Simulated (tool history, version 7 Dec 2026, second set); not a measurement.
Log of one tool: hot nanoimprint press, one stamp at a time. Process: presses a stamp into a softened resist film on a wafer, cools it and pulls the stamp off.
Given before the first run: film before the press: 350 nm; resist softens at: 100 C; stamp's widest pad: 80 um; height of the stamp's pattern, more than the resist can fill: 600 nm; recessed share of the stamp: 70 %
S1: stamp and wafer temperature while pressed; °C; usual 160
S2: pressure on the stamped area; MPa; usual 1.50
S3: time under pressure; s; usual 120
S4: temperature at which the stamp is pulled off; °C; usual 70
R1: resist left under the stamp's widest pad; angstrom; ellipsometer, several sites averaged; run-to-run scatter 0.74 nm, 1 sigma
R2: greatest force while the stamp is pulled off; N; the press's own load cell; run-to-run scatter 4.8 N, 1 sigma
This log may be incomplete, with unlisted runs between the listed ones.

run   hour   S1    S2   S3  S4    R1   R2
  1    0.0  160  1.50  120  70  1650  243
  2   48.2  160  1.50  120  70  1659  242
  3  111.3  160  1.50  120  70  1645  234
  4  172.0  160  1.50  120  70  1657  242
  5  201.6  160  1.06  120  70  1986  236
  6  240.1  160  1.50  120  70  1662  237
  7  286.9  160  1.50  120  70  1668  237
     312.2  -- press's hydraulic seals changed and the load cell set to zero
  8  346.0  168  1.50  120  70  1152  238
  9  395.3  168  1.50  120  70  1157  230
 10  443.4  148  1.50   98  59  2831  283
 11  483.1  148  1.50   98  59  2837  284

Run 12 has not been measured yet. What should we expect?
     493.9  -- plate thermocouple calibrated
 12  546.2  148  1.50  98  59   ?   ?

R1: 2865 angstrom
R2: 294 N
With the hidden condition absent and the run-to-run variation left alone, this run would have shown R1 2832 angstrom, R2 293 N.
